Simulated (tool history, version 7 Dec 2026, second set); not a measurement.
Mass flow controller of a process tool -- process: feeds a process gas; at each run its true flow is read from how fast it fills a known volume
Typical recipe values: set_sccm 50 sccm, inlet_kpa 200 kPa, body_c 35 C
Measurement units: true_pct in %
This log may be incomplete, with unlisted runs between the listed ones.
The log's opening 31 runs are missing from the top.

run	hour	set_sccm	inlet_kpa	body_c	true_pct
32	9945.3	16	200	35	97.04
33	10363.9	26	200	35	97.22
# hour 10536.2: controller's zero set anew
34	10809.8	26	200	35	97.17
# hour 10950.2: controller exchanged for a calibrated one
35	11050.2	53	160	31	98.46
36	11520.4	53	160	31	98.52
37	11837.5	53	160	31	98.58
38	12166.2	96	143	35	99.36
39	12621.4	50	207	35	97.91
40	13063.2	50	263	35	97.47
41	13458.5	13	142	25	98.24
42	13659.4	23	149	35	97.47
43	14107.6	23	149	35	97.42
44	14540.2	12	229	30	97.16
45	14810.8	41	200	27	98.19
46	15072.7	41	200	27	98.38
47	15469.9	28	200	27	98.08
48	15796.5	28	200	27	97.9

Predict each of these 3 candidate next runs independently; none follows another, all start after run 48:
A	16178	90	229	27	?
B	16178	28	200	26	?
C	16178	74	175	27	?

run	true_pct
A	99.39
B	98.13
C	99.31
With no hidden state in the tool, these same runs would have given:
run	true_pct
A	99.4
B	98.13
C	99.32
